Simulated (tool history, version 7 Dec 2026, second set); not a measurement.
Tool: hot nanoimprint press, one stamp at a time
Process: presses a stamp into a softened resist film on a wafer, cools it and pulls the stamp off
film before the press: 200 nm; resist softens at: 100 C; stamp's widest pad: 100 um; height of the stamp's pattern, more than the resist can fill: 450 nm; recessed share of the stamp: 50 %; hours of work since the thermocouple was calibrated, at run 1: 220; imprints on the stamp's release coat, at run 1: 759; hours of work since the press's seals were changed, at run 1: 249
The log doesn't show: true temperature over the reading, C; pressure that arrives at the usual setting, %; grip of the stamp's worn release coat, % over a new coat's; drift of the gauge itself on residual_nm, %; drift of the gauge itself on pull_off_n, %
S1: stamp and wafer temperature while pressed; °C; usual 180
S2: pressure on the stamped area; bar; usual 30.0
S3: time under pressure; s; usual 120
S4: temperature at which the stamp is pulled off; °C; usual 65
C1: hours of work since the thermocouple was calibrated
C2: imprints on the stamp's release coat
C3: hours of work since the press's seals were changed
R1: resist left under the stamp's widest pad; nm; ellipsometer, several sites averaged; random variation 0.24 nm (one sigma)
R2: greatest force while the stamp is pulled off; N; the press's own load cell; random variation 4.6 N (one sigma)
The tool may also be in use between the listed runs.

| run | day | S1 | S2 | S3 | S4 | C1 | C2 | C3 | R1 | R2 |
|---|---|---|---|---|---|---|---|---|---|---|
| 1 | 0.000 | 180 | 30.0 | 120 | 65 | 220 | 759 | 249 | 71.8 | 226 |
| 2 | 0.479 | 180 | 45.8 | 120 | 65 | 225 | 780 | 255 | 57.3 | 226 |
| 3 | 1.075 | 180 | 45.8 | 120 | 65 | 232 | 805 | 262 | 57.2 | 227 |
| 4 | 1.633 | 180 | 45.8 | 120 | 65 | 238 | 829 | 268 | 57.0 | 221 |
| 5 | 2.300 | 180 | 45.8 | 120 | 65 | 246 | 858 | 276 | 57.7 | 220 |
| 6 | 3.000 | 180 | 45.8 | 120 | 65 | 254 | 888 | 284 | 57.2 | 227 |
| 7 | 3.521 | 180 | 45.8 | 120 | 65 | 260 | 910 | 290 | 57.5 | 225 |
| 8 | 3.929 | 168 | 33.9 | 211 | 63 | 265 | 928 | 294 | 78.7 | 237 |
| 9 | 4.596 | 183 | 20.1 | 87 | 50 | 272 | 956 | 302 | 92.1 | 284 |
| 10 | 5.283 | 191 | 30.0 | 120 | 64 | 280 | 986 | 310 | 53.5 | 230 |
| 11 | 5.762 | 190 | 40.1 | 120 | 65 | 286 | 1006 | 316 | 47.1 | 223 |
| 12 | 6.212 | 180 | 30.0 | 218 | 65 | 291 | 1026 | 321 | 56.7 | 227 |
|  | 6.988 | stamp cleaned and given a new release coat |
| 13 | 7.317 | 189 | 19.4 | 74 | 70 | 301 | 14 | 331 | 85.6 | 208 |

Forecast each of these 5 alternatives for the next run:
| A | 8.196 | 180 | 33.8 | 120 | 65 | 311 | 52 | 341 | ? | ? |
| B | 8.196 | 189 | 30.0 | 120 | 65 | 311 | 52 | 341 | ? | ? |
| C | 8.196 | 189 | 30.0 | 120 | 58 | 311 | 52 | 341 | ? | ? |
| D | 8.196 | 180 | 29.5 | 131 | 62 | 311 | 52 | 341 | ? | ? |
| E | 8.196 | 189 | 35.8 | 74 | 53 | 311 | 52 | 341 | ? | ? |

| run | R1 | R2 |
|---|---|---|
| A | 67.2 | 222 |
| B | 56.6 | 230 |
| C | 56.4 | 253 |
| D | 69.7 | 235 |
| E | 62.3 | 288 |
Without the tool's hidden state the same runs would have given:
| run | R1 | R2 |
|---|---|---|
| A | 67.2 | 222 |
| B | 56.6 | 230 |
| C | 56.4 | 253 |
| D | 69.7 | 235 |
| E | 62.3 | 288 |

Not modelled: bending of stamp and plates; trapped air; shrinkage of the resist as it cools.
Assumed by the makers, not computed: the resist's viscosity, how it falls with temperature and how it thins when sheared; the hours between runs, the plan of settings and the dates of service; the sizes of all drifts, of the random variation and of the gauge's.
